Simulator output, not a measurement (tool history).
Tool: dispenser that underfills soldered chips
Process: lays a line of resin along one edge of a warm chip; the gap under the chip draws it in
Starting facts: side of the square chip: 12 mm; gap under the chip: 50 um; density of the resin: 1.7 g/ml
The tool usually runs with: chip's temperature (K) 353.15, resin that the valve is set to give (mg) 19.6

run,hour,chip's temperature (K),resin that the valve is set to give (mg),time until the resin shows at the far edge (s),resin that the valve gave (mg)
1,0,353.15,19.6,120.5,19.52
2,4,353.15,19.6,134.4,19.46
3,11.1,353.15,19.6,105.9,19.39
4,16.5,353.15,19.6,119.2,19.37
5,19.9,353.15,19.6,129.5,19.45
6,23.5,353.15,19.6,141.5,19.32
7,26.7,353.15,19.6,107.1,19.31
8,32.4,353.15,19.6,120.4,19.34
9,36.2,352.15,19.6,139.3,19.23
10,39,353.15,25.1,140.9,24.74
11,43.5,353.15,25.1,106.2,24.61
12,49.9,343.15,19.6,208.8,19.24
13,54.1,353.15,19.6,139.8,19.29
14,59.1,353.15,18.2,103.9,17.87
15,66.5,353.15,18.2,121,18.29
16,71.8,353.15,18.2,137.8,18.16
17,78.3,353.15,18.2,110.8,18.11
18,82.8,353.15,19.7,123.7,19.66
19,89.3,353.15,19.7,144.8,19.64
20,95.4,344.15,24.9,172.4,24.78
21,101.4,349.15,22.2,154.3,21.97
22,107.7,354.15,17,97.3,16.89
23,114,354.15,17,115,16.86
24,118.7,354.15,17,126.3,16.86
25,125,362.15,17,69.3,16.82
26,128.9,344.15,19.6,181.3,19.48
27,134.3,344.15,19.6,202,19.35
28,140.7,364.15,19.1,60.6,18.75
29,147.6,363.15,23.5,74.1,23.16
30,153.8,356.15,16.8,121.7,16.79
31,159.8,368.15,23,51.9,23.08
32,164,338.15,25.2,245.7,25.17
33,166.8,347.15,22.5,167.6,22.39
34,171.1,347.15,22.5,186.1,22.46
35,175.8,356.15,17.9,93.6,17.86

Missing from the log above: 13 entries noted between runs. For each, name the pair of listed runs it sits between and say how the tool's hidden condition differs from the listed run just before to the listed run just after:
Run 2 -> run 3: new syringe of resin (hour 8.4)
  resin's viscosity, % of fresh resin's: 133 -> 105.5; dose that the valve gives, % of what is set: 99.23 -> 99.08; true chip temperature over the reading, C: 0.57 -> 0.55
  measured value less the no-hidden-state value, time until the resin shows at the far edge (s): +30.5 -> +2.9; resin that the valve gave (mg): -0.15 -> -0.18
Run 6 -> run 7: new syringe of resin (hour 24.7)
  resin's viscosity, % of fresh resin's: 142.2 -> 106.2; dose that the valve gives, % of what is set: 98.82 -> 98.75; true chip temperature over the reading, C: 0.52 -> 0.51
  measured value less the no-hidden-state value, time until the resin shows at the far edge (s): +39.4 -> +3.8; resin that the valve gave (mg): -0.24 -> -0.24
Run 10 -> run 11: new syringe of resin (hour 41.1)
  resin's viscosity, % of fresh resin's: 142.9 -> 107.8; dose that the valve gives, % of what is set: 98.49 -> 98.4; true chip temperature over the reading, C: 0.48 -> 0.47
  measured value less the no-hidden-state value, time until the resin shows at the far edge (s): +39.8 -> +5.4; resin that the valve gave (mg): -0.38 -> -0.4
Run 13 -> run 14: new syringe of resin (hour 57.4)
  resin's viscosity, % of fresh resin's: 139.2 -> 104.2; dose that the valve gives, % of what is set: 98.19 -> 98.08; true chip temperature over the reading, C: 0.44 -> 0.43
  measured value less the no-hidden-state value, time until the resin shows at the far edge (s): +37.3 -> +2.4; resin that the valve gave (mg): -0.36 -> -0.35
Run 14 -> run 15: dispensing valve cleaned and set on the balance (hour 66.5)
  resin's viscosity, % of fresh resin's: 104.2 -> 121.8; dose that the valve gives, % of what is set: 98.08 -> 100.26; true chip temperature over the reading, C: 0.43 -> 0.41
  measured value less the no-hidden-state value, time until the resin shows at the far edge (s): +2.4 -> +19.6; resin that the valve gave (mg): -0.35 -> +0.04
Run 16 -> run 17: new syringe of resin (hour 74.8)
  resin's viscosity, % of fresh resin's: 138.5 -> 109.5; dose that the valve gives, % of what is set: 100.14 -> 100; true chip temperature over the reading, C: 0.4 -> 0.38
  measured value less the no-hidden-state value, time until the resin shows at the far edge (s): +36.3 -> +7.6; resin that the valve gave (mg): +0.02 -> +0
Run 19 -> run 20: new syringe of resin (hour 91)
  resin's viscosity, % of fresh resin's: 142.8 -> 111.4; dose that the valve gives, % of what is set: 99.77 -> 99.63; true chip temperature over the reading, C: 0.35 -> 0.34
  measured value less the no-hidden-state value, time until the resin shows at the far edge (s): +41.7 -> +14.9; resin that the valve gave (mg): -0.05 -> -0.09
Run 21 -> run 22: new syringe of resin (hour 107.4)
  resin's viscosity, % of fresh resin's: 128.9 -> 99.8; dose that the valve gives, % of what is set: 99.5 -> 99.36; true chip temperature over the reading, C: 0.32 -> 0.31
  measured value less the no-hidden-state value, time until the resin shows at the far edge (s): +32.7 -> -1.5; resin that the valve gave (mg): -0.11 -> -0.11
Run 24 -> run 25: new syringe of resin (hour 123.9)
  resin's viscosity, % of fresh resin's: 130 -> 101.5; dose that the valve gives, % of what is set: 99.14 -> 99.01; true chip temperature over the reading, C: 0.28 -> 0.26
  measured value less the no-hidden-state value, time until the resin shows at the far edge (s): +28.2 -> +0.3; resin that the valve gave (mg): -0.14 -> -0.17
Run 27 -> run 28: new syringe of resin (hour 140)
  resin's viscosity, % of fresh resin's: 127.3 -> 101.5; dose that the valve gives, % of what is set: 98.81 -> 98.68; true chip temperature over the reading, C: 0.24 -> 0.22
  measured value less the no-hidden-state value, time until the resin shows at the far edge (s): +41.6 -> +0.5; resin that the valve gave (mg): -0.23 -> -0.26
Run 29 -> run 30: dispensing valve cleaned and set on the balance (hour 149.3)
  resin's viscosity, % of fresh resin's: 119.9 -> 136.1; dose that the valve gives, % of what is set: 98.53 -> 100.1; true chip temperature over the reading, C: 0.21 -> 0.19
  measured value less the no-hidden-state value, time until the resin shows at the far edge (s): +11.7 -> +31.4; resin that the valve gave (mg): -0.34 -> +0.01
Run 30 -> run 31: new syringe of resin (hour 157.5)
  resin's viscosity, % of fresh resin's: 136.1 -> 105.1; dose that the valve gives, % of what is set: 100.1 -> 99.98; true chip temperature over the reading, C: 0.19 -> 0.18
  measured value less the no-hidden-state value, time until the resin shows at the far edge (s): +31.4 -> +2.1; resin that the valve gave (mg): +0.01 -> +0
Run 34 -> run 35: new syringe of resin (hour 173.9)
  resin's viscosity, % of fresh resin's: 137.9 -> 104; dose that the valve gives, % of what is set: 99.74 -> 99.64; true chip temperature over the reading, C: 0.15 -> 0.14
  measured value less the no-hidden-state value, time until the resin shows at the far edge (s): +50.2 -> +3; resin that the valve gave (mg): -0.05 -> -0.06

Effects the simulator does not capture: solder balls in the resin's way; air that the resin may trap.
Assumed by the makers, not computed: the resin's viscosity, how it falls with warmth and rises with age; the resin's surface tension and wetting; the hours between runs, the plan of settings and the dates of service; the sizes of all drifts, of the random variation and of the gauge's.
